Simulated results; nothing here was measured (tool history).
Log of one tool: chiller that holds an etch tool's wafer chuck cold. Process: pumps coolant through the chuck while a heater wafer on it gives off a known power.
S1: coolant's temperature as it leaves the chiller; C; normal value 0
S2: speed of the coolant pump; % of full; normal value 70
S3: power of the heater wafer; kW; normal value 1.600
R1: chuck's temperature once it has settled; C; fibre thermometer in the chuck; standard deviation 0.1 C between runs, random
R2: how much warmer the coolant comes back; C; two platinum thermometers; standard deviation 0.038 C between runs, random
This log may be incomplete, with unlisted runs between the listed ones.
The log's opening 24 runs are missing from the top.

run 25 hour=632.4 | S1=-3 S2=76 S3=2.343 | R1=19.8 R2=10.46
run 26 hour=662.9 | S1=7 S2=98 S3=0.911 | R1=14.6 R2=3.09
run 27 hour=696.9 | S1=0 S2=92 S3=2.033 | R1=17.7 R2=7.41
run 28 hour=720.4 | S1=5 S2=62 S3=1.600 | R1=22.7 R2=8.78
run 29 hour=738.1 | S1=0 S2=63 S3=1.155 | R1=12.9 R2=6.26
run 30 hour=768.4 | S1=5 S2=82 S3=1.003 | R1=14.5 R2=4.13
run 31 hour=785.9 | S1=-9 S2=78 S3=1.157 | R1=2.3 R2=5.00
run 32 hour=813.0 | S1=-7 S2=78 S3=1.053 | R1=3.2 R2=4.55

Consider 3 possible next runs. They are alternatives, not a sequence: every one starts from the tool as it was left by run 32. What does each give?
run A hour=830.8 | S1=1 S2=68 S3=0.976 | R1=? R2=?
run B hour=830.8 | S1=-7 S2=89 S3=1.868 | R1=? R2=?
run C hour=830.8 | S1=-2 S2=69 S3=1.484 | R1=? R2=?

run=A R1=11.4 R2=4.87
run=B R1=9.5 R2=7.07
run=C R1=13.7 R2=7.30
Without the tool's hidden state the same runs would have given:
run=A R1=10.7 R2=4.79
run=B R1=8.4 R2=6.94
run=C R1=12.7 R2=7.18
